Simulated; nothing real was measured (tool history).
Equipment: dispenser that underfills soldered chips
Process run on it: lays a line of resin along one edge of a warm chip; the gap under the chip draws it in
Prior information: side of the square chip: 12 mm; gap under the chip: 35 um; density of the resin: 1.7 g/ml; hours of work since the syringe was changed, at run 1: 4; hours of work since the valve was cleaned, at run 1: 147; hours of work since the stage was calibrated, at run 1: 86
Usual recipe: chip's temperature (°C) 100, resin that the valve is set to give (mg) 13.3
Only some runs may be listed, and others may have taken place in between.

run,hour,chip's temperature (°C),resin that the valve is set to give (mg),hours of work since the syringe was changed,hours of work since the valve was cleaned,hours of work since the stage was calibrated,time until the resin shows at the far edge (s),resin that the valve gave (mg)
1,0,100,13.3,4,147,86,257.7,12.41
# hour 3.6: dispensing valve cleaned and set on the balance
# hour 5.7: new syringe of resin
2,6.4,100,13.3,0,2,89,209.2,13.32
3,11.7,100,13.3,4,5,93,264.1,13.26
# hour 15.2: new syringe of resin
4,16,100,13.3,1,8,96,211.5,13.31
5,19.4,100,13.3,3,11,98,247.4,13.18
# hour 24.7: new syringe of resin
6,25.2,99,13.3,0,14,102,217.2,13.22
7,28.3,99,13.3,3,17,104,245.8,13.18
8,31.3,112,13.3,5,19,106,167.1,13.19
# hour 34.4: new syringe of resin
9,37.4,112,13.3,2,23,110,142.2,13.17
# hour 44: new syringe of resin
10,44.9,112,13.3,1,28,115,131.4,13.19
11,48.1,97,14.7,3,30,117,278.4,14.59
# hour 53.5: new syringe of resin
12,54.4,85,17,1,34,122,397.9,16.74
13,59.5,94,13.3,4,38,125,342.7,13.03
# hour 63.2: new syringe of resin
14,65.5,94,13.3,2,42,129,295.7,12.98
15,68.7,91,13.3,4,44,131,386.9,12.96
# hour 73: new syringe of resin
16,75.5,103,13.7,2,48,136,204.2,13.34
# hour 82.4: new syringe of resin
17,82.4,103,13.7,0,53,140,180.5,13.3
18,86.6,106,12,3,56,143,198.8,11.64
# hour 92.1: new syringe of resin
19,93.4,106,12,1,61,148,174.3,11.67
20,100,109,14.2,5,65,152,208,13.86

Measured less the same run without the tool's hidden state. The same run-to-run variation is in both; the gauge's scatter may not be:
The hidden state here: resin's viscosity, % of fresh resin's; dose that the valve gives, % of what is set; true chip temperature over the reading, C; drift of the gauge itself on fill_s, %; drift of the gauge itself on given_mg, %.
run,time until the resin shows at the far edge (s),resin that the valve gave (mg)
1,+61.1,-0.93
2,+12.1,-0.02
3,+67.5,-0.03
4,+15.2,-0.05
5,+50.2,-0.07
6,+9.2,-0.09
7,+40.9,-0.11
8,+44.8,-0.11
9,+20.7,-0.14
10,+9.9,-0.17
11,+55.3,-0.2
12,+28.5,-0.27
13,+89.5,-0.23
14,+43.3,-0.26
15,+99.7,-0.28
16,+30.5,-0.32
17,+7.1,-0.34
18,+40.8,-0.32
19,+18.4,-0.34
20,+68.8,-0.43
